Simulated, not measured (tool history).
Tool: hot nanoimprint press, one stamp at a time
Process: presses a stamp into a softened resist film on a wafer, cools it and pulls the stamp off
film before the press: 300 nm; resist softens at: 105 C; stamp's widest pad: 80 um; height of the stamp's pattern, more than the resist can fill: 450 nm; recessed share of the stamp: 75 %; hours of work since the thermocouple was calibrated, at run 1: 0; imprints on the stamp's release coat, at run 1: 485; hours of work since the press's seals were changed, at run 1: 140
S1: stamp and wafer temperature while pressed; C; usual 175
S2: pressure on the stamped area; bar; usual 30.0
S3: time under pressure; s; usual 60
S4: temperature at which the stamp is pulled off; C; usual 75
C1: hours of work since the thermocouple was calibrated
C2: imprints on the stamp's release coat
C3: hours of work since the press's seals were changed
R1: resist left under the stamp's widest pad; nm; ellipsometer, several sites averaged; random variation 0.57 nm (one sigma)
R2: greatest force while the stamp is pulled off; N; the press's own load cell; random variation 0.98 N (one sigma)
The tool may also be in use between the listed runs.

Run 1, hour 0.0: usual settings; C1 0; C2 485; C3 140. Result: R1 135.2 nm, R2 96.1 N.
Run 2, hour 48.6: usual settings; C1 29; C2 673; C3 169. Result: R1 133.9 nm, R2 97.4 N.
Run 3, hour 91.1: usual settings but S3 61 s; C1 54; C2 837; C3 194. Result: R1 134.5 nm, R2 96.1 N.
Run 4, hour 125.0: usual settings; C1 74; C2 968; C3 214. Result: R1 135.0 nm, R2 98.2 N.
Run 5, hour 180.8: usual settings; C1 107; C2 1184; C3 247. Result: R1 136.1 nm, R2 96.1 N.
Run 6, hour 227.7: usual settings; C1 135; C2 1365; C3 275. Result: R1 136.5 nm, R2 96.1 N.
At hour 304.0: stamp cleaned and given a new release coat.
Run 7, hour 304.0: usual settings; C1 176; C2 0; C3 317. Result: R1 135.5 nm, R2 96.4 N.
Run 8, hour 348.7: usual settings but S2 19.1 bar; C1 203; C2 173; C3 343. Result: R1 162.8 nm, R2 95.3 N.
Run 9, hour 405.2: usual settings but S1 168 C, S2 19.1 bar; C1 236; C2 391; C3 377. Result: R1 221.7 nm, R2 98.1 N.
Run 10, hour 473.6: usual settings but S1 168 C, S2 19.1 bar; C1 277; C2 656; C3 417. Result: R1 221.4 nm, R2 95.7 N.
Run 11, hour 503.9: usual settings but S1 168 C, S2 19.1 bar; C1 295; C2 773; C3 435. Result: R1 221.5 nm, R2 97.2 N.
Run 12, hour 566.6: usual settings but S1 168 C, S2 19.1 bar; C1 332; C2 1016; C3 472. Result: R1 220.5 nm, R2 96.0 N.
Run 13, hour 598.7: usual settings but S1 168 C, S2 19.1 bar; C1 351; C2 1140; C3 491. Result: R1 221.0 nm, R2 97.4 N.
At hour 633.6: plate thermocouple calibrated.
Run 14, hour 660.9: usual settings but S1 168 C, S2 19.1 bar; C1 16; C2 1369; C3 526. Result: R1 222.2 nm, R2 97.6 N.
Run 15, hour 712.8: usual settings but S4 61 C; C1 47; C2 1569; C3 557. Result: R1 136.7 nm, R2 105.8 N.
At hour 736.8: stamp cleaned and given a new release coat.
Run 16, hour 787.6: usual settings but S2 42.9 bar, S4 79 C; C1 88; C2 196; C3 598. Result: R1 117.9 nm, R2 94.5 N.
Run 17, hour 834.7: usual settings but S2 42.9 bar, S4 79 C; C1 115; C2 378; C3 626. Result: R1 117.4 nm, R2 94.9 N.
Run 18, hour 886.0: usual settings but S1 163 C, S2 30.8 bar; C1 146; C2 577; C3 656. Result: R1 238.3 nm, R2 95.3 N.
Run 19, hour 934.4: usual settings but S1 167 C, S3 46 s; C1 175; C2 764; C3 685. Result: R1 220.3 nm, R2 97.7 N.
Run 20, hour 975.5: usual settings but S1 167 C, S3 46 s; C1 199; C2 923; C3 709. Result: R1 221.7 nm, R2 98.7 N.
Run 21, hour 1043.4: usual settings but S1 173 C, S4 71 C; C1 239; C2 1186; C3 749. Result: R1 152.6 nm, R2 99.1 N.
Run 22, hour 1106.2: usual settings but S1 173 C, S4 71 C; C1 276; C2 1429; C3 786. Result: R1 153.2 nm, R2 99.5 N.
Run 23, hour 1145.3: usual settings but S3 79 s, S4 71 C; C1 299; C2 1580; C3 810. Result: R1 123.6 nm, R2 98.6 N.
At hour 1166.5: stamp cleaned and given a new release coat.
Run 24, hour 1207.0: usual settings but S1 186 C, S2 35.6 bar, S3 109 s, S4 80 C; C1 332; C2 156; C3 842. Result: R1 52.1 nm, R2 93.3 N.
Run 25, hour 1243.7: usual settings but S1 186 C, S2 35.6 bar, S3 109 s, S4 80 C; C1 354; C2 298; C3 864. Result: R1 51.6 nm, R2 92.7 N.
At hour 1268.7: plate thermocouple calibrated.
Run 26, hour 1310.1: usual settings but S1 181 C, S2 19.8 bar, S3 112 s; C1 25; C2 543; C3 902. Result: R1 91.0 nm, R2 98.8 N.
At hour 1357.4: gauge calibrated.
Run 27, hour 1368.9: usual settings but S1 183 C, S2 19.8 bar, S3 43 s; C1 59; C2 770; C3 937. Result: R1 119.9 nm, R2 96.5 N.
Run 28, hour 1408.2: usual settings but S1 183 C, S2 19.8 bar, S3 43 s; C1 83; C2 922; C3 960. Result: R1 119.5 nm, R2 96.8 N.
Run 29, hour 1481.7: usual settings but S1 185 C, S2 26.1 bar, S3 44 s, S4 62 C; C1 126; C2 1207; C3 1003. Result: R1 94.6 nm, R2 107.1 N.

Forecast each of these 3 alternatives for the next run:
Run A, hour 1521.2: usual settings but S1 165 C, S2 47.8 bar, S3 44 s, S4 76 C; C1 149; C2 1360; C3 1027. Result: R1 ?, R2 ?.
Run B, hour 1521.2: usual settings but S1 177 C, S2 26.1 bar, S3 69 s, S4 62 C; C1 149; C2 1360; C3 1027. Result: R1 ?, R2 ?.
Run C, hour 1521.2: usual settings but S1 182 C, S2 18.5 bar, S3 32 s; C1 149; C2 1360; C3 1027. Result: R1 ?, R2 ?.

run     R1     R2
  A  209.8   96.1
  B  121.7  105.9
  C  144.9   97.7
Without the tool's hidden state the same runs would have given:
run     R1     R2
  A  209.1   95.7
  B  121.3  105.4
  C  144.5   97.3

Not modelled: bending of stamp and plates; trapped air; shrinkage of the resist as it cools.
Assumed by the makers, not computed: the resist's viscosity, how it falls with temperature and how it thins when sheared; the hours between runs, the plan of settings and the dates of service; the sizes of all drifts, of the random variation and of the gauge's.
